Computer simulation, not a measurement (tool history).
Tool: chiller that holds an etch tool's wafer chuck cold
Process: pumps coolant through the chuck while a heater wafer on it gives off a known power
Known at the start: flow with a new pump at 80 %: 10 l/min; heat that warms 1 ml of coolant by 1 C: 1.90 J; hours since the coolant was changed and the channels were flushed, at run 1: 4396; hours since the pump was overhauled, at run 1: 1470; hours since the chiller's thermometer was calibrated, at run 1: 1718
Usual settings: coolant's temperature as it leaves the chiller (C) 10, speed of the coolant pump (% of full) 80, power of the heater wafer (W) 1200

run,hour,coolant's temperature as it leaves the chiller (C),speed of the coolant pump (% of full),power of the heater wafer (W),hours since the coolant was changed and the channels were flushed,hours since the pump was overhauled,hours since the chiller's thermometer was calibrated,chuck's temperature once it has settled (C),how much warmer the coolant comes back (C)
1,0,10,80,1200,4396,1470,1718,24.7,3.84
2,46.3,10,80,1200,4443,1516,1764,24.7,3.88
3,67.6,10,67,1200,4464,1537,1786,26.9,4.66
4,113.3,10,67,1200,4510,1583,1831,26.7,4.69
5,157.1,10,67,1200,4553,1627,1875,26.8,4.66
6,182.8,10,67,1200,4579,1652,1901,26.8,4.68
7,213.3,10,67,1200,4610,1683,1931,26.9,4.68
8,251.1,10,80,1200,4647,1721,1969,24.6,3.9
9,292.3,10,80,1200,4689,1762,2010,24.8,3.91
10,334.3,10,80,1200,4731,1804,2052,24.8,3.91
11,359.4,10,80,1200,4756,1829,2077,24.7,3.89
12,388.8,3,80,1200,4785,1858,2107,17.9,3.92
# hour 396.9: coolant pump overhauled
13,434.1,10,80,1200,4825,37,2147,24.8,3.91
14,476.8,10,80,1200,4868,80,2190,25,3.91
15,507.8,19,80,1200,4899,111,2221,33.9,3.96
16,529.4,19,80,614,4921,133,2242,26.7,2.02
17,561.4,5,91,1200,4953,165,2274,18.6,3.42
# hour 587: coolant pump overhauled, once more
18,610,3,91,725,4996,23,2318,10.8,1.98
19,649.5,11,97,1159,5036,62,2357,23.5,3.02
20,681.4,11,97,1159,5068,94,2389,23.4,3.03
21,724.1,10,68,649,5110,137,2432,18.8,2.4
22,762.7,4,78,1016,5149,176,2471,16.6,3.31
# hour 795.6: coolant changed, channels flushed
23,811.6,4,78,1016,16,219,2514,14.1,3.3
24,844.7,8,80,1200,49,252,2547,19.9,3.81
25,889,8,80,847,93,296,2591,16.2,2.68
26,919.8,8,80,847,124,327,2622,16.2,2.7
27,944,17,67,880,148,351,2646,27,3.34
28,990.5,10,63,1200,195,397,2692,24.5,4.82
29,1019.8,4,67,1351,224,427,2722,19.7,5.13
30,1061.4,7,75,914,266,468,2763,16.6,3.15
31,1106.9,10,87,1200,311,514,2809,21.3,3.53

Measured less the same run without the tool's hidden state. The same run-to-run variation is in both; the gauge's scatter may not be:
The hidden state here: heat passed by the chuck's channels, % of clean ones'; flow at a given pump speed, % of a new pump's; coolant's true temperature over the reading, C; drift of the gauge itself on chuck_c, C; drift of the gauge itself on warmer_back_c, C.
run,chuck's temperature once it has settled (C),how much warmer the coolant comes back (C)
1,+2.2,+0.08
2,+2.3,+0.09
3,+2.6,+0.11
4,+2.7,+0.11
5,+2.7,+0.11
6,+2.7,+0.11
7,+2.7,+0.11
8,+2.4,+0.1
9,+2.4,+0.1
10,+2.4,+0.1
11,+2.4,+0.11
12,+2.5,+0.11
13,+2.5,+0.13
14,+2.6,+0.14
15,+2.6,+0.14
16,+1.1,+0.07
17,+2.4,+0.12
18,+1,+0
19,+1.9,-0.01
20,+1.9,+0
21,+1.3,+0
22,+2,+0
23,-0.5,+0
24,-0.4,+0.01
25,-0.5,+0.01
26,-0.4,+0.01
27,-0.5,+0.01
28,-0.3,+0.02
29,-0.3,+0.02
30,-0.4,+0.02
31,-0.3,+0.02
